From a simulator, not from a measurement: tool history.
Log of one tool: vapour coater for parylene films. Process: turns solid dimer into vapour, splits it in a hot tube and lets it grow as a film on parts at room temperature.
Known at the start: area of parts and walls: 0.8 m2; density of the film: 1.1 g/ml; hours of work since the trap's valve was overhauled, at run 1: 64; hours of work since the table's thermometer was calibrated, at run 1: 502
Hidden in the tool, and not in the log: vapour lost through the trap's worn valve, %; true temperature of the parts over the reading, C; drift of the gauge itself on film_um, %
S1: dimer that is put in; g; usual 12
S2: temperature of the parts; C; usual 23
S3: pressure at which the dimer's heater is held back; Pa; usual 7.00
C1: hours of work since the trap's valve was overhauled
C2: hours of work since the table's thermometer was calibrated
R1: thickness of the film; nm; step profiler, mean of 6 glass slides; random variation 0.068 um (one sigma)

Run 1, hour 0.0: usual settings; C1 64; C2 502. Result: R1 8810 nm.
Run 2, hour 20.2: usual settings; C1 76; C2 514. Result: R1 8860 nm.
Run 3, hour 32.2: usual settings but S3 2.26 Pa; C1 83; C2 521. Result: R1 11480 nm.
Run 4, hour 55.5: usual settings but S3 2.26 Pa; C1 96; C2 535. Result: R1 11540 nm.
Run 5, hour 72.2: usual settings but S3 8.23 Pa; C1 106; C2 545. Result: R1 8400 nm.
Run 6, hour 90.9: usual settings but S3 8.23 Pa; C1 117; C2 556. Result: R1 8420 nm.
Run 7, hour 113.7: usual settings; C1 131; C2 569. Result: R1 8770 nm.
Run 8, hour 135.6: usual settings; C1 144; C2 582. Result: R1 8630 nm.
Run 9, hour 145.5: usual settings but S1 13 g; C1 150; C2 588. Result: R1 9340 nm.
Run 10, hour 164.1: usual settings but S2 17 C; C1 161; C2 599. Result: R1 11500 nm.
Run 11, hour 187.0: usual settings but S2 30 C; C1 174; C2 613. Result: R1 6310 nm.
Run 12, hour 198.1: usual settings but S3 2.18 Pa; C1 181; C2 619. Result: R1 11220 nm.
Run 13, hour 208.1: usual settings but S3 2.18 Pa; C1 187; C2 625. Result: R1 11290 nm.
Run 14, hour 228.9: usual settings but S3 5.81 Pa; C1 199; C2 637. Result: R1 8970 nm.
Run 15, hour 249.5: usual settings but S1 7 g, S2 32 C, S3 10.94 Pa; C1 211; C2 650. Result: R1 2990 nm.
Run 16, hour 262.4: usual settings but S1 7 g, S2 32 C, S3 10.94 Pa; C1 219; C2 657. Result: R1 2950 nm.
Run 17, hour 285.8: usual settings but S3 4.75 Pa; C1 233; C2 671. Result: R1 9400 nm.
Run 18, hour 297.8: usual settings but S1 17 g, S2 15 C; C1 240; C2 678. Result: R1 17380 nm.
Run 19, hour 312.2: usual settings but S3 7.71 Pa; C1 248; C2 687. Result: R1 8390 nm.
Run 20, hour 328.3: usual settings but S2 16 C, S3 2.34 Pa; C1 258; C2 696. Result: R1 12530 nm.
Run 21, hour 347.1: usual settings but S2 30 C, S3 4.87 Pa; C1 269; C2 707. Result: R1 6580 nm.
Run 22, hour 364.6: usual settings but S1 17 g, S2 19 C, S3 9.42 Pa; C1 279; C2 718. Result: R1 13500 nm.
Run 23, hour 375.5: usual settings but S1 17 g, S2 19 C, S3 9.42 Pa; C1 286; C2 724. Result: R1 13340 nm.
Run 24, hour 386.2: usual settings but S1 15 g, S3 8.11 Pa; C1 292; C2 730. Result: R1 10270 nm.
Run 25, hour 399.8: usual settings but S1 15 g, S3 8.11 Pa; C1 300; C2 738. Result: R1 10010 nm.
Run 26, hour 410.0: usual settings but S1 14 g; C1 306; C2 744. Result: R1 9790 nm.
Run 27, hour 422.3: usual settings but S1 14 g, S2 22 C, S3 4.84 Pa; C1 313; C2 752. Result: R1 11160 nm.

Forecast each of these 3 alternatives for the next run:
Run A, hour 433.1: usual settings but S1 6 g; C1 320; C2 758. Result: R1 ?.
Run B, hour 433.1: usual settings but S2 21 C; C1 320; C2 758. Result: R1 ?.
Run C, hour 433.1: usual settings but S1 14 g, S2 28 C, S3 4.84 Pa; C1 320; C2 758. Result: R1 ?.

run    R1
  A  4210
  B  9190
  C  8370
Without the tool's hidden state the same runs would have given:
run    R1
  A  4410
  B  9630
  C  8770
